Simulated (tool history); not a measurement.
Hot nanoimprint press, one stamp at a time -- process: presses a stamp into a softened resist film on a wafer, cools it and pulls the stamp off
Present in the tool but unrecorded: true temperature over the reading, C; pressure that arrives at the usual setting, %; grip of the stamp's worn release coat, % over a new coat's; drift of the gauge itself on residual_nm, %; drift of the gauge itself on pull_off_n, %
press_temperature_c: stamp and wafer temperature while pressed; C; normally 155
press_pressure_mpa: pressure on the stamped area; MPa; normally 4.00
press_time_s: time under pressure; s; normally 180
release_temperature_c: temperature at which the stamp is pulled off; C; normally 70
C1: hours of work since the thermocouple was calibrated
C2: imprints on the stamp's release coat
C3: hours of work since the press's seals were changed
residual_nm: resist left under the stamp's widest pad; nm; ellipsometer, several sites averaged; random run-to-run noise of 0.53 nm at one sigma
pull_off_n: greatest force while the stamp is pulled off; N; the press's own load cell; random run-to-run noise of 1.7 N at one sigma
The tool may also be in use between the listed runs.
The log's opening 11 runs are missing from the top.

{"run": 12, "hour": 194.7, "press_temperature_c": 155, "press_pressure_mpa": 5.45, "press_time_s": 180, "release_temperature_c": 70, "C1": 116, "C2": 122, "C3": 162, "residual_nm": 125.9, "pull_off_n": 108}
{"run": 13, "hour": 214.5, "press_temperature_c": 155, "press_pressure_mpa": 5.45, "press_time_s": 180, "release_temperature_c": 70, "C1": 131, "C2": 217, "C3": 177, "residual_nm": 126.5, "pull_off_n": 107}
{"run": 14, "hour": 225.6, "press_temperature_c": 155, "press_pressure_mpa": 5.45, "press_time_s": 180, "release_temperature_c": 70, "C1": 139, "C2": 270, "C3": 185, "residual_nm": 125.4, "pull_off_n": 109}
{"run": 15, "hour": 242.7, "press_temperature_c": 155, "press_pressure_mpa": 4.0, "press_time_s": 194, "release_temperature_c": 70, "C1": 152, "C2": 352, "C3": 197, "residual_nm": 141.0, "pull_off_n": 110}
{"run": 16, "hour": 262.6, "press_temperature_c": 155, "press_pressure_mpa": 4.0, "press_time_s": 194, "release_temperature_c": 70, "C1": 166, "C2": 448, "C3": 212, "residual_nm": 140.5, "pull_off_n": 106}
{"run": 17, "hour": 282.1, "press_temperature_c": 160, "press_pressure_mpa": 3.18, "press_time_s": 216, "release_temperature_c": 63, "C1": 181, "C2": 541, "C3": 226, "residual_nm": 109.4, "pull_off_n": 128}
{"hour": 299.7, "done": "stamp cleaned and given a new release coat"}
{"run": 18, "hour": 305.0, "press_temperature_c": 160, "press_pressure_mpa": 3.18, "press_time_s": 216, "release_temperature_c": 63, "C1": 193, "C2": 25, "C3": 239, "residual_nm": 109.1, "pull_off_n": 130}
{"run": 19, "hour": 319.8, "press_temperature_c": 143, "press_pressure_mpa": 3.63, "press_time_s": 180, "release_temperature_c": 74, "C1": 204, "C2": 96, "C3": 249, "residual_nm": 276.6, "pull_off_n": 98}
{"run": 20, "hour": 330.3, "press_temperature_c": 151, "press_pressure_mpa": 3.92, "press_time_s": 180, "release_temperature_c": 70, "C1": 212, "C2": 147, "C3": 257, "residual_nm": 184.9, "pull_off_n": 108}
{"run": 21, "hour": 352.2, "press_temperature_c": 151, "press_pressure_mpa": 3.92, "press_time_s": 180, "release_temperature_c": 70, "C1": 228, "C2": 252, "C3": 273, "residual_nm": 184.6, "pull_off_n": 110}
{"run": 22, "hour": 364.3, "press_temperature_c": 155, "press_pressure_mpa": 3.65, "press_time_s": 115, "release_temperature_c": 70, "C1": 236, "C2": 310, "C3": 282, "residual_nm": 177.9, "pull_off_n": 108}
{"run": 23, "hour": 383.5, "press_temperature_c": 155, "press_pressure_mpa": 3.65, "press_time_s": 115, "release_temperature_c": 70, "C1": 251, "C2": 403, "C3": 296, "residual_nm": 176.1, "pull_off_n": 106}
{"run": 24, "hour": 394.4, "press_temperature_c": 155, "press_pressure_mpa": 3.65, "press_time_s": 115, "release_temperature_c": 70, "C1": 259, "C2": 455, "C3": 304, "residual_nm": 177.2, "pull_off_n": 104}
{"run": 25, "hour": 411.9, "press_temperature_c": 155, "press_pressure_mpa": 4.0, "press_time_s": 180, "release_temperature_c": 66, "C1": 271, "C2": 539, "C3": 317, "residual_nm": 143.7, "pull_off_n": 117}
{"hour": 430.1, "done": "stamp cleaned and given a new release coat"}
{"run": 26, "hour": 435.1, "press_temperature_c": 155, "press_pressure_mpa": 4.0, "press_time_s": 180, "release_temperature_c": 66, "C1": 284, "C2": 24, "C3": 330, "residual_nm": 144.2, "pull_off_n": 118}

Run 27, settings as shown, results not yet in. Your forecast:
{"run": 27, "hour": 454.6, "press_temperature_c": 155, "press_pressure_mpa": 4.0, "press_time_s": 260, "release_temperature_c": 56, "C1": 298, "C2": 118, "C3": 344, "residual_nm": "?", "pull_off_n": "?"}

residual_nm: 123.1 nm
pull_off_n: 147 N
Had the tool carried no hidden state, the very same run would have given residual_nm 126.1 nm, pull_off_n 147 N.
